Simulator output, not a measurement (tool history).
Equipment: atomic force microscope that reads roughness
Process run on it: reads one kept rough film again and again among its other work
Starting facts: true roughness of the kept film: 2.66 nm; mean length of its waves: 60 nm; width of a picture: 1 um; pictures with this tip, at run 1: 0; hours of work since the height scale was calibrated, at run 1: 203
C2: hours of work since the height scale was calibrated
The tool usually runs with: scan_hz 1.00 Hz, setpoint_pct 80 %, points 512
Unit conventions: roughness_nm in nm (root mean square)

run 1 hour=0.0 | scan_hz=1.00 setpoint_pct=80 points=512 | pictures_with_this_tip=0 C2=203 | roughness_nm=2.400
run 2 hour=14.2 | scan_hz=1.00 setpoint_pct=80 points=512 | pictures_with_this_tip=22 C2=211 | roughness_nm=2.392
run 3 hour=25.2 | scan_hz=1.00 setpoint_pct=80 points=512 | pictures_with_this_tip=40 C2=218 | roughness_nm=2.372
run 4 hour=37.5 | scan_hz=1.94 setpoint_pct=80 points=512 | pictures_with_this_tip=60 C2=225 | roughness_nm=2.211
run 5 hour=43.5 | scan_hz=1.94 setpoint_pct=80 points=512 | pictures_with_this_tip=69 C2=229 | roughness_nm=2.171
run 6 hour=56.2 | scan_hz=1.00 setpoint_pct=80 points=691 | pictures_with_this_tip=89 C2=236 | roughness_nm=2.323
run 7 hour=65.5 | scan_hz=1.00 setpoint_pct=80 points=691 | pictures_with_this_tip=104 C2=242 | roughness_nm=2.315
run 8 hour=75.7 | scan_hz=1.00 setpoint_pct=80 points=691 | pictures_with_this_tip=120 C2=248 | roughness_nm=2.330
run 9 hour=89.7 | scan_hz=1.00 setpoint_pct=80 points=691 | pictures_with_this_tip=142 C2=256 | roughness_nm=2.290
run 10 hour=102.9 | scan_hz=1.00 setpoint_pct=80 points=691 | pictures_with_this_tip=163 C2=264 | roughness_nm=2.281
run 11 hour=110.7 | scan_hz=1.00 setpoint_pct=80 points=691 | pictures_with_this_tip=175 C2=268 | roughness_nm=2.262
run 12 hour=121.5 | scan_hz=1.00 setpoint_pct=80 points=659 | pictures_with_this_tip=192 C2=275 | roughness_nm=2.266
-- hour=126.0 new tip fitted
run 13 hour=128.1 | scan_hz=1.00 setpoint_pct=80 points=659 | pictures_with_this_tip=3 C2=278 | roughness_nm=2.380
run 14 hour=141.2 | scan_hz=1.00 setpoint_pct=80 points=659 | pictures_with_this_tip=24 C2=286 | roughness_nm=2.403
run 15 hour=147.4 | scan_hz=1.00 setpoint_pct=80 points=659 | pictures_with_this_tip=34 C2=290 | roughness_nm=2.377
run 16 hour=154.6 | scan_hz=0.58 setpoint_pct=80 points=512 | pictures_with_this_tip=45 C2=294 | roughness_nm=2.458
run 17 hour=165.5 | scan_hz=1.00 setpoint_pct=80 points=445 | pictures_with_this_tip=62 C2=301 | roughness_nm=2.351
run 18 hour=175.5 | scan_hz=3.74 setpoint_pct=80 points=445 | pictures_with_this_tip=78 C2=306 | roughness_nm=1.904
run 19 hour=183.9 | scan_hz=3.74 setpoint_pct=80 points=445 | pictures_with_this_tip=91 C2=311 | roughness_nm=1.899
run 20 hour=193.9 | scan_hz=3.74 setpoint_pct=80 points=445 | pictures_with_this_tip=107 C2=317 | roughness_nm=1.898
run 21 hour=204.5 | scan_hz=1.00 setpoint_pct=80 points=512 | pictures_with_this_tip=124 C2=324 | roughness_nm=2.302
run 22 hour=215.7 | scan_hz=1.00 setpoint_pct=80 points=512 | pictures_with_this_tip=142 C2=330 | roughness_nm=2.295
run 23 hour=223.7 | scan_hz=1.00 setpoint_pct=80 points=512 | pictures_with_this_tip=154 C2=335 | roughness_nm=2.297
run 24 hour=237.1 | scan_hz=1.00 setpoint_pct=80 points=512 | pictures_with_this_tip=176 C2=343 | roughness_nm=2.289
run 25 hour=249.7 | scan_hz=1.00 setpoint_pct=80 points=680 | pictures_with_this_tip=196 C2=350 | roughness_nm=2.273
-- hour=252.0 new tip fitted
run 26 hour=261.9 | scan_hz=1.00 setpoint_pct=80 points=680 | pictures_with_this_tip=16 C2=357 | roughness_nm=2.387
run 27 hour=275.3 | scan_hz=1.00 setpoint_pct=80 points=680 | pictures_with_this_tip=37 C2=365 | roughness_nm=2.379
run 28 hour=281.1 | scan_hz=3.20 setpoint_pct=80 points=512 | pictures_with_this_tip=46 C2=369 | roughness_nm=2.015
-- hour=283.0 height scale calibrated on a step standard
run 29 hour=288.1 | scan_hz=0.67 setpoint_pct=88 points=284 | pictures_with_this_tip=56 C2=3 | roughness_nm=2.363
run 30 hour=297.6 | scan_hz=0.67 setpoint_pct=88 points=284 | pictures_with_this_tip=71 C2=9 | roughness_nm=2.333
run 31 hour=305.5 | scan_hz=0.67 setpoint_pct=88 points=284 | pictures_with_this_tip=84 C2=13 | roughness_nm=2.356
run 32 hour=312.7 | scan_hz=1.12 setpoint_pct=82 points=512 | pictures_with_this_tip=95 C2=18 | roughness_nm=2.299
run 33 hour=323.2 | scan_hz=1.12 setpoint_pct=82 points=512 | pictures_with_this_tip=112 C2=24 | roughness_nm=2.275
run 34 hour=330.9 | scan_hz=0.89 setpoint_pct=82 points=816 | pictures_with_this_tip=124 C2=28 | roughness_nm=2.341
run 35 hour=343.3 | scan_hz=2.00 setpoint_pct=80 points=512 | pictures_with_this_tip=143 C2=36 | roughness_nm=2.147
-- hour=351.0 height scale calibrated on a step standard, once more
run 36 hour=354.3 | scan_hz=1.00 setpoint_pct=74 points=928 | pictures_with_this_tip=159 C2=2 | roughness_nm=2.325
run 37 hour=367.7 | scan_hz=2.05 setpoint_pct=74 points=928 | pictures_with_this_tip=180 C2=10 | roughness_nm=2.163
-- hour=379.7 new tip fitted
run 38 hour=379.7 | scan_hz=2.05 setpoint_pct=74 points=928 | pictures_with_this_tip=0 C2=17 | roughness_nm=2.272
run 39 hour=390.8 | scan_hz=2.05 setpoint_pct=74 points=928 | pictures_with_this_tip=17 C2=23 | roughness_nm=2.286
run 40 hour=398.6 | scan_hz=2.05 setpoint_pct=74 points=928 | pictures_with_this_tip=30 C2=28 | roughness_nm=2.270
run 41 hour=408.6 | scan_hz=2.05 setpoint_pct=74 points=928 | pictures_with_this_tip=45 C2=34 | roughness_nm=2.262
run 42 hour=417.9 | scan_hz=0.96 setpoint_pct=56 points=583 | pictures_with_this_tip=60 C2=39 | roughness_nm=2.503
run 43 hour=431.3 | scan_hz=0.76 setpoint_pct=55 points=553 | pictures_with_this_tip=81 C2=47 | roughness_nm=2.505
run 44 hour=443.8 | scan_hz=1.20 setpoint_pct=60 points=256 | pictures_with_this_tip=101 C2=55 | roughness_nm=2.434
run 45 hour=456.0 | scan_hz=1.20 setpoint_pct=60 points=256 | pictures_with_this_tip=121 C2=62 | roughness_nm=2.421
run 46 hour=469.1 | scan_hz=1.20 setpoint_pct=79 points=256 | pictures_with_this_tip=141 C2=70 | roughness_nm=2.246
run 47 hour=478.7 | scan_hz=1.87 setpoint_pct=81 points=512 | pictures_with_this_tip=156 C2=75 | roughness_nm=2.118

Below, some changes in roughness_nm between adjacent runs. For each, the amount present without the hidden state too (settings, incoming material, random variation) and the amount remaining for the hidden state with gauge scatter not shared by both compared results:
Hidden conditions of the tool in this case: radius of the tip, nm; height scale over the true one, %; drift of the gauge itself on roughness_nm, %.
Run 12 -> 13: new tip fitted. roughness_nm +0.114 nm (root mean square): hidden state +0.120, all else -0.006.
Run 17 -> 18: scan_hz 1.00 -> 3.74. roughness_nm -0.447 nm (root mean square): hidden state -0.003, all else -0.444.
Run 20 -> 21: scan_hz 3.74 -> 1.00, points 445 -> 512. roughness_nm +0.404 nm (root mean square): hidden state -0.022, all else +0.426.
Run 25 -> 26: new tip fitted. roughness_nm +0.114 nm (root mean square): hidden state +0.112, all else +0.002.
Run 27 -> 28: scan_hz 1.00 -> 3.20, points 680 -> 512. roughness_nm -0.364 nm (root mean square): hidden state -0.003, all else -0.361.
Run 37 -> 38: new tip fitted. roughness_nm +0.109 nm (root mean square): hidden state +0.109, all else +0.000.

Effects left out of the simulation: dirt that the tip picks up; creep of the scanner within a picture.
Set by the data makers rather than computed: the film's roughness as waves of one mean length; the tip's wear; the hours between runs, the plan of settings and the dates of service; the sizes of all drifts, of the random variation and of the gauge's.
